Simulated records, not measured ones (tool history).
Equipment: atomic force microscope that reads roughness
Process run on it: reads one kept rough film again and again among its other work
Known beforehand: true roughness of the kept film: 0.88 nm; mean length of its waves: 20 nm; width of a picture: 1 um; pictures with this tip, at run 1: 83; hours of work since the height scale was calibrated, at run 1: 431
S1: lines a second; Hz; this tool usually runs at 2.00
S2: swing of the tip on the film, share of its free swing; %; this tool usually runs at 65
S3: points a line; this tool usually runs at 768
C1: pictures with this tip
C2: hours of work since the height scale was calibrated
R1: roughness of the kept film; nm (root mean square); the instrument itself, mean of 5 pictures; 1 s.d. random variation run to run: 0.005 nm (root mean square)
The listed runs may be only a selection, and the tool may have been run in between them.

run    hour    S1  S2   S3   C1   C2     R1
  1     0.0  2.00  65  768   83  431  0.711
  2    61.1  2.00  65  768  150  457  0.681
       79.1  -- new tip fitted
  3    97.1  2.00  65  286   20  472  0.721
  4   146.3  2.00  78  768   74  492  0.652
  5   208.3  2.00  65  768  141  518  0.684
      234.3  -- new tip fitted
  6   265.7  2.00  67  768   34  542  0.723
  7   310.0  2.00  67  768   83  561  0.693
  8   360.7  2.00  67  768  138  582  0.684
      385.8  -- new tip fitted
  9   392.5  2.00  67  768    7  595  0.745
 10   437.7  2.75  65  768   57  614  0.703
 11   494.9  2.75  65  768  119  638  0.677
 12   529.7  2.75  65  768  157  653  0.658
      536.6  -- new tip fitted
 13   584.1  1.84  65  768   52  675  0.729
 14   618.7  1.84  65  768   90  690  0.720
      686.6  -- new tip fitted
 15   687.5  1.84  65  768    1  719  0.750
 16   723.1  0.90  65  768   39  733  0.768
 17   791.3  0.90  65  768  114  762  0.734
 18   820.4  2.00  82  768  146  774  0.605
      838.0  -- new tip fitted
 19   869.8  2.00  82  734   35  795  0.662
 20   915.7  0.76  65  768   85  814  0.753
 21   950.9  0.76  65  768  124  829  0.730
 22   983.9  0.76  65  768  160  843  0.723
      990.2  -- new tip fitted
 23  1021.4  2.00  62  768   34  858  0.743
 24  1068.2  1.70  78  979   85  878  0.669
     1073.3  -- height scale calibrated on a step standard
 25  1125.7  1.70  78  979  147   22  0.631
     1143.9  -- new tip fitted
 26  1182.1  2.18  78  979   42   45  0.660
 27  1250.9  2.18  78  277  117   74  0.613
     1294.6  -- height scale calibrated on a step standard, once more
     1295.1  -- new tip fitted
 28  1299.6  1.88  78  262    5    2  0.671
 29  1335.6  1.88  75  262   44   17  0.666
 30  1376.2  0.73  65  768   88   34  0.749
 31  1424.9  0.54  59  924  142   54  0.738
     1446.5  -- new tip fitted
 32  1459.8  0.54  59  924   14   69  0.799
 33  1488.8  3.47  57  924   46   81  0.734
 34  1534.7  1.31  84  768   96  100  0.667
 35  1565.8  1.31  71  768  130  113  0.699
     1598.5  -- new tip fitted
 36  1617.4  1.31  71  768   21  135  0.751
 37  1649.5  3.55  80  768   56  148  0.574
 38  1704.3  2.43  66  400  116  171  0.670
 39  1745.6  2.43  74  924  161  189  0.611
     1751.6  -- new tip fitted
 40  1787.8  2.43  55  924   39  206  0.755
 41  1822.5  2.43  55  924   77  221  0.735
 42  1877.2  3.00  57  779  137  244  0.697
     1902.5  -- new tip fitted
 43  1918.0  3.00  57  779   17  261  0.748
 44  1947.0  2.00  71  577   49  273  0.708
 45  1988.6  2.00  71  577   94  290  0.679

Measured result minus the same run's result without the hidden state. Both carry the same run-to-run variation, though not necessarily the same gauge scatter:
The tool's hidden condition here consists of: radius of the tip, nm; height scale over the true one, %; drift of the gauge itself on roughness_nm, %.
run      R1
  1  -0.039
  2  -0.070
  3  -0.013
  4  -0.039
  5  -0.072
  6  -0.021
  7  -0.044
  8  -0.069
  9  -0.005
 10  -0.029
 11  -0.059
 12  -0.076
 13  -0.028
 14  -0.046
 15  -0.003
 16  -0.024
 17  -0.060
 18  -0.063
 19  -0.017
 20  -0.048
 21  -0.066
 22  -0.082
 23  -0.021
 24  -0.046
 25  -0.074
 26  -0.026
 27  -0.055
 28  -0.005
 29  -0.025
 30  -0.052
 31  -0.079
 32  -0.007
 33  -0.022
 34  -0.045
 35  -0.064
 36  -0.015
 37  -0.027
 38  -0.060
 39  -0.076
 40  -0.024
 41  -0.045
 42  -0.074
 43  -0.013
 44  -0.027
 45  -0.047
